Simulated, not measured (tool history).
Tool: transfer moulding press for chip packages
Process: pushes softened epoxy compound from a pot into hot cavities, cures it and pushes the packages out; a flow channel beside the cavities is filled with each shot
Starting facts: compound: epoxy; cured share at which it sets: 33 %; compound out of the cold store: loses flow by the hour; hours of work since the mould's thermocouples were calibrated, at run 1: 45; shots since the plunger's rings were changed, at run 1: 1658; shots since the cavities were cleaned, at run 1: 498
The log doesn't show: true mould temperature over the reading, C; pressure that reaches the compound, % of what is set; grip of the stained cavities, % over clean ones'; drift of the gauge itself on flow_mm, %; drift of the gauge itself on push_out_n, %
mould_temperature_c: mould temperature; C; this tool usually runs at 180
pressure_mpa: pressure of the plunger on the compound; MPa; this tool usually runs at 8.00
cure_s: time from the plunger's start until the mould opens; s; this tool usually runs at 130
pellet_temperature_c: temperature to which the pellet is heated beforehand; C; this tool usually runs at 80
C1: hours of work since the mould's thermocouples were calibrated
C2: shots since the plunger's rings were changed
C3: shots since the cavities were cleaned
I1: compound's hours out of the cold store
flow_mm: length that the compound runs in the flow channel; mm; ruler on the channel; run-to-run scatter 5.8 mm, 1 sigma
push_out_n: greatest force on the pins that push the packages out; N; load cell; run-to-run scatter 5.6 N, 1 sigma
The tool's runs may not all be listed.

Run 1, hour 0.0: usual settings; C1 45; C2 1658; C3 498; I1 26.8. Result: flow_mm 858 mm, push_out_n 374 N.
At hour 29.1: cavities cleaned with cleaning compound and waxed.
Run 2, hour 35.9: usual settings; C1 59; C2 1865; C3 41; I1 43.2. Result: flow_mm 775 mm, push_out_n 268 N.
Run 3, hour 68.4: usual settings; C1 73; C2 2061; C3 237; I1 27.6. Result: flow_mm 849 mm, push_out_n 320 N.
Run 4, hour 128.9: usual settings; C1 97; C2 2425; C3 601; I1 24.9. Result: flow_mm 853 mm, push_out_n 374 N.
At hour 140.6: cavities cleaned with cleaning compound and waxed.
Run 5, hour 195.0: usual settings; C1 124; C2 2814; C3 328; I1 23.5. Result: flow_mm 847 mm, push_out_n 345 N.
Run 6, hour 240.3: usual settings; C1 143; C2 3087; C3 601; I1 29.2. Result: flow_mm 813 mm, push_out_n 373 N.
At hour 251.6: cavities cleaned with cleaning compound and waxed.
Run 7, hour 295.3: usual settings but cure_s 168 s; C1 165; C2 3409; C3 263; I1 21.8. Result: flow_mm 856 mm, push_out_n 272 N.
Run 8, hour 341.6: usual settings but cure_s 168 s; C1 184; C2 3688; C3 542; I1 46.5. Result: flow_mm 736 mm, push_out_n 314 N.
At hour 361.2: cavities cleaned with cleaning compound and waxed.
Run 9, hour 412.6: usual settings but cure_s 168 s; C1 212; C2 4106; C3 309; I1 18.8. Result: flow_mm 854 mm, push_out_n 289 N.
Run 10, hour 462.2: usual settings but cure_s 168 s; C1 233; C2 4405; C3 608; I1 45.8. Result: flow_mm 730 mm, push_out_n 316 N.
At hour 469.5: cavities cleaned with cleaning compound and waxed.
Run 11, hour 533.0: usual settings; C1 261; C2 4822; C3 382; I1 31.6. Result: flow_mm 789 mm, push_out_n 332 N.
Run 12, hour 565.6: usual settings but pressure_mpa 6.33 MPa; C1 275; C2 5019; C3 579; I1 29.4. Result: flow_mm 696 mm, push_out_n 361 N.
At hour 573.4: mould's thermocouples calibrated.
At hour 581.3: cavities cleaned with cleaning compound and waxed.
Run 13, hour 626.9: usual settings; C1 21; C2 5367; C3 275; I1 10.2. Result: flow_mm 865 mm, push_out_n 323 N.
Run 14, hour 682.8: usual settings but cure_s 129 s; C1 44; C2 5704; C3 612; I1 24.3. Result: flow_mm 789 mm, push_out_n 370 N.
At hour 688.0: mould's thermocouples calibrated, once more.
At hour 694.7: cavities cleaned with cleaning compound and waxed.
Run 15, hour 717.6: usual settings but mould_temperature_c 178 C, pressure_mpa 7.46 MPa; C1 12; C2 5892; C3 138; I1 20.4. Result: flow_mm 799 mm, push_out_n 350 N.
Run 16, hour 785.6: usual settings but mould_temperature_c 172 C, pellet_temperature_c 73 C; C1 40; C2 6301; C3 547; I1 46.8. Result: flow_mm 737 mm, push_out_n 623 N.
At hour 805.5: cavities cleaned with cleaning compound and waxed.
Run 17, hour 817.0: usual settings but mould_temperature_c 172 C, pellet_temperature_c 73 C; C1 52; C2 6481; C3 69; I1 40.9. Result: flow_mm 756 mm, push_out_n 478 N.
Run 18, hour 849.9: usual settings but mould_temperature_c 172 C, pellet_temperature_c 73 C; C1 65; C2 6679; C3 267; I1 45.6. Result: flow_mm 742 mm, push_out_n 521 N.
At hour 865.8: plunger's sealing rings changed.
Run 19, hour 901.6: usual settings but mould_temperature_c 172 C, pellet_temperature_c 73 C; C1 86; C2 216; C3 564; I1 34.4. Result: flow_mm 896 mm, push_out_n 642 N.
At hour 918.4: cavities cleaned with cleaning compound and waxed.
Run 20, hour 944.2: usual settings but mould_temperature_c 172 C, pellet_temperature_c 73 C; C1 103; C2 463; C3 155; I1 13.3. Result: flow_mm 998 mm, push_out_n 587 N.
Run 21, hour 1004.4: usual settings but mould_temperature_c 178 C, pressure_mpa 6.61 MPa, cure_s 115 s, pellet_temperature_c 90 C; C1 127; C2 826; C3 518; I1 16.4. Result: flow_mm 841 mm, push_out_n 522 N.
At hour 1030.8: cavities cleaned with cleaning compound and waxed.
Run 22, hour 1043.0: usual settings but mould_temperature_c 187 C, pressure_mpa 7.72 MPa, cure_s 120 s; C1 143; C2 1049; C3 73; I1 26.0. Result: flow_mm 817 mm, push_out_n 249 N.
Run 23, hour 1110.1: usual settings but pressure_mpa 9.29 MPa; C1 170; C2 1453; C3 477; I1 26.1. Result: flow_mm 938 mm, push_out_n 356 N.
At hour 1140.1: cavities cleaned with cleaning compound and waxed.
Run 24, hour 1157.1: usual settings but pressure_mpa 9.29 MPa; C1 189; C2 1727; C3 102; I1 39.2. Result: flow_mm 863 mm, push_out_n 286 N.
Run 25, hour 1226.1: usual settings but pressure_mpa 9.29 MPa; C1 218; C2 2143; C3 518; I1 21.9. Result: flow_mm 942 mm, push_out_n 373 N.
At hour 1250.4: cavities cleaned with cleaning compound and waxed.
Run 26, hour 1271.3: usual settings but mould_temperature_c 184 C, pressure_mpa 7.60 MPa, pellet_temperature_c 86 C; C1 235; C2 2406; C3 126; I1 32.0. Result: flow_mm 781 mm, push_out_n 260 N.
Run 27, hour 1331.1: usual settings but mould_temperature_c 184 C, pressure_mpa 7.60 MPa, pellet_temperature_c 86 C; C1 260; C2 2766; C3 486; I1 31.5. Result: flow_mm 771 mm, push_out_n 315 N.
At hour 1361.4: cavities cleaned with cleaning compound and waxed.
Run 28, hour 1394.4: usual settings but mould_temperature_c 187 C, cure_s 115 s, pellet_temperature_c 83 C; C1 286; C2 3138; C3 198; I1 29.7. Result: flow_mm 778 mm, push_out_n 268 N.

Some steps in flow_mm between neighbouring runs. How much of each would the tool show without its hidden state too (settings, what came in, random variation), and how much is left for the hidden state, with any gauge scatter that isn't in both results?
Run 12 -> 13: pressure_mpa 6.33 -> 8.00, mould's thermocouples calibrated, cavities cleaned with cleaning compound and waxed. flow_mm +169 mm: hidden state -30, all else +199.
Run 18 -> 19: plunger's sealing rings changed. flow_mm +154 mm: hidden state +105, all else +49.
Run 25 -> 26: mould_temperature_c 180 -> 184, pressure_mpa 9.29 -> 7.60, pellet_temperature_c 80 -> 86, cavities cleaned with cleaning compound and waxed. flow_mm -161 mm: hidden state +3, all else -164.
